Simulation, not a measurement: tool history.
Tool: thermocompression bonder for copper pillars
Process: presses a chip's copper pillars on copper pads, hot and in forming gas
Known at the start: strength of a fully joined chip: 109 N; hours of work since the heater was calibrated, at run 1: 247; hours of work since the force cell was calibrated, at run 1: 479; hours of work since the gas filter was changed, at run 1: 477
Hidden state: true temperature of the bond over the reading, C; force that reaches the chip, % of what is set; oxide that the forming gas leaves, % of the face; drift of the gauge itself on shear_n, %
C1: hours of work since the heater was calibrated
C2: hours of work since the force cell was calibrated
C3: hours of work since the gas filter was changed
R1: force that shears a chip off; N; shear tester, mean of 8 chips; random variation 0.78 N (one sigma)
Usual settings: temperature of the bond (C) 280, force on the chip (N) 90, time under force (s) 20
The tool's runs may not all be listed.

run 1 day=0.000 | temperature_of_the_bond_(C)=280 force_on_the_chip_(N)=90 time_under_force_(s)=20 | C1=247 C2=479 C3=477 | R1=57.1
run 2 day=0.429 | temperature_of_the_bond_(C)=280 force_on_the_chip_(N)=90 time_under_force_(s)=20 | C1=253 C2=485 C3=483 | R1=59.2
-- day=0.867 forming gas filter changed
run 3 day=0.933 | temperature_of_the_bond_(C)=280 force_on_the_chip_(N)=90 time_under_force_(s)=20 | C1=260 C2=491 C3=1 | R1=59.6
run 4 day=1.304 | temperature_of_the_bond_(C)=280 force_on_the_chip_(N)=90 time_under_force_(s)=50 | C1=265 C2=497 C3=6 | R1=77.4
run 5 day=1.567 | temperature_of_the_bond_(C)=280 force_on_the_chip_(N)=90 time_under_force_(s)=50 | C1=269 C2=500 C3=10 | R1=78.2
run 6 day=2.100 | temperature_of_the_bond_(C)=280 force_on_the_chip_(N)=90 time_under_force_(s)=50 | C1=276 C2=508 C3=17 | R1=77.3
run 7 day=2.471 | temperature_of_the_bond_(C)=284 force_on_the_chip_(N)=90 time_under_force_(s)=38 | C1=282 C2=513 C3=22 | R1=75.5

Run 8 comes next. What will it give?
run 8 day=2.733 | temperature_of_the_bond_(C)=284 force_on_the_chip_(N)=90 time_under_force_(s)=38 | C1=285 C2=517 C3=26 | R1=?

R1: 75.2 N
Without the tool's hidden state the same run would have given R1 75.2 N.
